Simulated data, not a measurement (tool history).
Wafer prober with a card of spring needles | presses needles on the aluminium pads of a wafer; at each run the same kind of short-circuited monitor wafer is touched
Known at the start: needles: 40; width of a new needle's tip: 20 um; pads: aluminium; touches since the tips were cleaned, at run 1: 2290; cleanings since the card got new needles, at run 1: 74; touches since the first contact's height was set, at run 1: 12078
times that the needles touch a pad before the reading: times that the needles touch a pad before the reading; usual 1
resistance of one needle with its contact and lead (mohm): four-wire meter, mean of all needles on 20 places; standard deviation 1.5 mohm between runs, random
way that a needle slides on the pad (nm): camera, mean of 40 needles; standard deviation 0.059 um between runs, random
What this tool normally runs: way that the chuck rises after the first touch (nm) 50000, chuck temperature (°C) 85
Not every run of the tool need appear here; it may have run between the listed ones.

run,hour,way that the chuck rises after the first touch (nm),chuck temperature (°C),times that the needles touch a pad before the reading,touches since the tips were cleaned,cleanings since the card got new needles,touches since the first contact's height was set,resistance of one needle with its contact and lead (mohm),way that a needle slides on the pad (nm)
1,0,50000,85,1,2290,74,12078,285,8480
# hour 2.8: tips cleaned on abrasive film
# hour 13.8: tips cleaned on abrasive film
# hour 27.6: tips cleaned on abrasive film
# hour 38.6: tips cleaned on abrasive film
# hour 52.3: tips cleaned on abrasive film
# hour 66.1: tips cleaned on abrasive film
2,66.6,50000,85,1,131,80,28989,174,8460
# hour 77.6: tips cleaned on abrasive film
# hour 88.6: tips cleaned on abrasive film
# hour 102.4: tips cleaned on abrasive film
# hour 113.4: tips cleaned on abrasive film
# hour 127.1: tips cleaned on abrasive film
3,135.7,50000,85,1,2197,85,46567,280,8420
# hour 138.5: tips cleaned on abrasive film
# hour 149.5: tips cleaned on abrasive film
# hour 163.3: tips cleaned on abrasive film
# hour 174.3: tips cleaned on abrasive film
# hour 188: tips cleaned on abrasive film
# hour 201.8: tips cleaned on abrasive film
# hour 215.5: tips cleaned on abrasive film
4,223.4,50000,85,1,2014,92,68857,285,8280
# hour 228.9: tips cleaned on abrasive film
# hour 242.7: tips cleaned on abrasive film
# hour 256.4: tips cleaned on abrasive film
# hour 267.4: tips cleaned on abrasive film
# hour 281.2: tips cleaned on abrasive film
5,290.9,50000,85,1,2501,97,86040,295,8300
# hour 293.8: tips cleaned on abrasive film
# hour 304.8: tips cleaned on abrasive film
# hour 318.5: tips cleaned on abrasive film
# hour 329.5: tips cleaned on abrasive film
# hour 343.3: tips cleaned on abrasive film
# hour 357: tips cleaned on abrasive film
# hour 370.8: tips cleaned on abrasive film
# hour 381.8: tips cleaned on abrasive film
6,385.1,50000,85,1,845,105,109956,231,8150
# hour 393.3: tips cleaned on abrasive film
# hour 404.4: tips cleaned on abrasive film
# hour 410.1: height of the first contact set anew
# hour 418.4: tips cleaned on abrasive film
# hour 429.7: tips cleaned on abrasive film
7,429.7,50000,85,2,0,109,4978,150,8560
# hour 443.5: tips cleaned on abrasive film
# hour 454.5: tips cleaned on abrasive film
# hour 468.2: tips cleaned on abrasive film
# hour 479.3: tips cleaned on abrasive film
# hour 490.3: tips cleaned on abrasive film
# hour 504: tips cleaned on abrasive film
8,509.6,47000,85,1,1446,115,25299,266,8020
# hour 515.2: tips cleaned on abrasive film
# hour 526.2: tips cleaned on abrasive film
# hour 539.9: tips cleaned on abrasive film
9,550.1,47000,85,1,2606,118,35586,322,7960
# hour 552.9: tips cleaned on abrasive film
# hour 566.7: tips cleaned on abrasive film
# hour 580.4: tips cleaned on abrasive film
# hour 594.1: tips cleaned on abrasive film
# hour 607.9: tips cleaned on abrasive film
# hour 618.9: tips cleaned on abrasive film
10,628.7,47000,79,1,2507,124,55572,320,7820
# hour 631.5: tips cleaned on abrasive film
# hour 645.3: tips cleaned on abrasive film
# hour 659: tips cleaned on abrasive film
# hour 672.7: tips cleaned on abrasive film
# hour 686.5: tips cleaned on abrasive film
# hour 700.2: tips cleaned on abrasive film
# hour 711.2: tips cleaned on abrasive film
11,718.9,58000,85,1,1966,131,78513,250,9690
# hour 724.5: tips cleaned on abrasive film
# hour 738.2: tips cleaned on abrasive film
# hour 749.2: tips cleaned on abrasive film
# hour 763: tips cleaned on abrasive film
12,764.1,50000,29,1,282,135,89980,176,8170
# hour 775.1: tips cleaned on abrasive film
# hour 786.1: tips cleaned on abrasive film
# hour 799.8: tips cleaned on abrasive film
# hour 810.8: tips cleaned on abrasive film
# hour 824.6: tips cleaned on abrasive film
# hour 835.6: tips cleaned on abrasive film
# hour 849.3: tips cleaned on abrasive film
13,851.4,49000,85,2,531,142,112182,187,7860
# hour 862.4: tips cleaned on abrasive film
# hour 865.4: height of the first contact set anew
# hour 873.7: tips cleaned on abrasive film
# hour 884.7: tips cleaned on abrasive film
# hour 898.5: tips cleaned on abrasive film
# hour 912.2: tips cleaned on abrasive film
14,922.3,44000,28,1,2575,147,14459,362,7540
# hour 925.1: tips cleaned on abrasive film
# hour 936.1: tips cleaned on abrasive film
# hour 949.8: tips cleaned on abrasive film
# hour 962.6: tips cleaned on abrasive film
15,962.6,43000,41,3,0,151,24699,151,7290
# hour 976.4: tips cleaned on abrasive film
# hour 990.1: tips cleaned on abrasive film
# hour 1003.9: tips cleaned on abrasive film
# hour 1017.6: tips cleaned on abrasive film
# hour 1031.3: tips cleaned on abrasive film
16,1038.5,51000,87,1,1834,156,44010,285,8620
# hour 1044.1: tips cleaned on abrasive film
# hour 1057.8: tips cleaned on abrasive film
# hour 1071.5: tips cleaned on abrasive film
# hour 1082.5: tips cleaned on abrasive film
# hour 1096.3: tips cleaned on abrasive film
17,1096.3,66000,85,2,0,161,58689,146,11040
# hour 1107.3: tips cleaned on abrasive film
# hour 1118.3: tips cleaned on abrasive film
# hour 1132: tips cleaned on abrasive film
# hour 1145.8: tips cleaned on abrasive film
# hour 1159.5: tips cleaned on abrasive film
# hour 1170.5: tips cleaned on abrasive film
# hour 1184.3: tips cleaned on abrasive film
18,1187.6,66000,85,2,858,168,81919,178,10880
# hour 1195.9: tips cleaned on abrasive film
# hour 1209.6: tips cleaned on abrasive film
# hour 1220.7: tips cleaned on abrasive film
# hour 1234.4: tips cleaned on abrasive film
# hour 1245.4: tips cleaned on abrasive film
# hour 1259.2: tips cleaned on abrasive film
19,1259.8,37000,43,1,173,174,100267,236,5930
# hour 1270.8: tips cleaned on abrasive film
# hour 1284.6: tips cleaned on abrasive film
# hour 1295.6: tips cleaned on abrasive film
# hour 1309.3: tips cleaned on abrasive film
# hour 1320.4: tips cleaned on abrasive film
# hour 1320.7: height of the first contact set anew
# hour 1334.4: tips cleaned on abrasive film
20,1344.1,65000,85,1,2482,180,5977,245,11030
# hour 1346.9: tips cleaned on abrasive film
# hour 1360.7: tips cleaned on abrasive film
# hour 1374.4: tips cleaned on abrasive film
# hour 1388.1: tips cleaned on abrasive film
# hour 1401.9: tips cleaned on abrasive film
# hour 1415.6: tips cleaned on abrasive film
# hour 1429.4: tips cleaned on abrasive film
21,1435.1,56000,96,2,1463,187,29113,204,9460
# hour 1440.6: tips cleaned on abrasive film
# hour 1454.3: tips cleaned on abrasive film
# hour 1468.1: tips cleaned on abrasive film
# hour 1479.1: tips cleaned on abrasive film
# hour 1490.1: tips cleaned on abrasive film
22,1497.5,36000,47,1,1884,192,44974,415,6030
# hour 1503: tips cleaned on abrasive film
# hour 1514: tips cleaned on abrasive film
# hour 1527.8: tips cleaned on abrasive film
# hour 1541.5: tips cleaned on abrasive film
# hour 1555.3: tips cleaned on abrasive film
23,1559.7,47000,98,1,1140,197,60795,284,7780

Consider 4 possible next runs. They are alternatives, not a sequence: every one starts from the tool as it was left by run 23. What does each give?
# hour 1568: tips cleaned on abrasive film
# hour 1581.7: tips cleaned on abrasive film
# hour 1595.5: tips cleaned on abrasive film
# hour 1609.2: tips cleaned on abrasive film
# hour 1620.2: tips cleaned on abrasive film
A,1627.8,50000,85,1,1946,202,78122,?,?
# hour 1568: tips cleaned on abrasive film
# hour 1581.7: tips cleaned on abrasive film
# hour 1595.5: tips cleaned on abrasive film
# hour 1609.2: tips cleaned on abrasive film
# hour 1620.2: tips cleaned on abrasive film
B,1627.8,57000,27,1,1946,202,78122,?,?
# hour 1568: tips cleaned on abrasive film
# hour 1581.7: tips cleaned on abrasive film
# hour 1595.5: tips cleaned on abrasive film
# hour 1609.2: tips cleaned on abrasive film
# hour 1620.2: tips cleaned on abrasive film
C,1627.8,47000,53,1,1946,202,78122,?,?
# hour 1568: tips cleaned on abrasive film
# hour 1581.7: tips cleaned on abrasive film
# hour 1595.5: tips cleaned on abrasive film
# hour 1609.2: tips cleaned on abrasive film
# hour 1620.2: tips cleaned on abrasive film
D,1627.8,50000,85,2,1946,202,78122,?,?

run,resistance of one needle with its contact and lead (mohm),way that a needle slides on the pad (nm)
A,313,8290
B,275,9380
C,334,7690
D,241,8330
With no hidden state in the tool, these same runs would have given:
run,resistance of one needle with its contact and lead (mohm),way that a needle slides on the pad (nm)
A,146,8550
B,133,9650
C,138,7950
D,141,8600
